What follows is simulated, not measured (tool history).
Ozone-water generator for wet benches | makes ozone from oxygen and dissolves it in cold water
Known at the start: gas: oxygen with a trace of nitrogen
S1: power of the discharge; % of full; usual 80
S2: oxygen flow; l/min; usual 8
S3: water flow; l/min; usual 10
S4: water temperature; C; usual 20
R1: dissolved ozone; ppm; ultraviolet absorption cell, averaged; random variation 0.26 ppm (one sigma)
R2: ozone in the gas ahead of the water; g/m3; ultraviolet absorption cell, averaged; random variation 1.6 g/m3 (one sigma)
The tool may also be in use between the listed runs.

run 1 hour=0 | S1=80 S2=8 S3=10 S4=20 | R1=31.4 R2=259.8
run 2 hour=90.5 | S1=80 S2=8 S3=12 S4=20 | R1=28.4 R2=260.1
run 3 hour=226.7 | S1=80 S2=8 S3=12 S4=20 | R1=28.2 R2=260.7
run 4 hour=347.8 | S1=80 S2=8 S3=12 S4=20 | R1=27.7 R2=259.4
run 5 hour=457.9 | S1=80 S2=8 S3=12 S4=20 | R1=28 R2=258.6
-- hour=489 contactor cleaned
run 6 hour=657.5 | S1=80 S2=8 S3=12 S4=20 | R1=30.6 R2=257.9
run 7 hour=815.2 | S1=80 S2=9.32 S3=10 S4=20 | R1=32.2 R2=235.6
run 8 hour=1009.7 | S1=80 S2=9.32 S3=9 S4=20 | R1=33.5 R2=236.1
-- hour=1041.2 water thermometer calibrated
run 9 hour=1195.5 | S1=80 S2=8 S3=10 S4=13 | R1=38.6 R2=252.5
run 10 hour=1315.5 | S1=80 S2=8 S3=10 S4=13 | R1=39.3 R2=250.8
run 11 hour=1457.7 | S1=80 S2=8 S3=10 S4=20 | R1=32.8 R2=250.8
run 12 hour=1614.4 | S1=80 S2=8 S3=10 S4=20 | R1=32.7 R2=249.3
run 13 hour=1776.5 | S1=80 S2=8 S3=10 S4=20 | R1=32.6 R2=247.5
run 14 hour=1915.4 | S1=80 S2=8 S3=13 S4=20 | R1=27.9 R2=248.4
run 15 hour=2122.1 | S1=80 S2=5.86 S3=13 S4=14 | R1=31.8 R2=289.9
run 16 hour=2328.7 | S1=76 S2=8 S3=7 S4=20 | R1=36.6 R2=237.9
run 17 hour=2444.9 | S1=76 S2=8 S3=7 S4=20 | R1=36.3 R2=235.7
run 18 hour=2603.7 | S1=43 S2=5.35 S3=10 S4=20 | R1=22 R2=193.1
run 19 hour=2757.5 | S1=43 S2=11.07 S3=12 S4=20 | R1=17 R2=134.6
run 20 hour=2938.8 | S1=43 S2=11.07 S3=12 S4=20 | R1=17 R2=133.9
run 21 hour=3132.3 | S1=43 S2=11.07 S3=12 S4=20 | R1=17 R2=133.5
run 22 hour=3308.9 | S1=96 S2=8 S3=9 S4=20 | R1=36.6 R2=269.5
run 23 hour=3467.4 | S1=59 S2=4.45 S3=11 S4=13 | R1=28.6 R2=260.7
run 24 hour=3637.6 | S1=59 S2=4.45 S3=11 S4=13 | R1=28.2 R2=258.9
run 25 hour=3725.9 | S1=51 S2=8 S3=8 S4=20 | R1=24.7 R2=175.5
run 26 hour=3892.1 | S1=51 S2=8 S3=8 S4=20 | R1=24.6 R2=174.1

Hidden state or all else? Some run-to-run changes of R1, split into what the settings, what came in and random variation would give without the hidden state, and what is left for the hidden state (with any gauge scatter that isn't in both results):
The hidden state here: yield of the discharge, % of new electrodes'; contactor's efficiency, % of a clean one's; true water temperature over the reading, C; drift of the gauge itself on ozone_ppm, %; drift of the gauge itself on gas_g_m3, %.
Run 17 -> 18: S1 76 -> 43, S2 8 -> 5.35, S3 7 -> 10. R1 -14.3 ppm: hidden state +5.8, all else -20.1.
Run 21 -> 22: S1 43 -> 96, S2 11.07 -> 8, S3 12 -> 9. R1 +19.6 ppm: hidden state -10.1, all else +29.7.
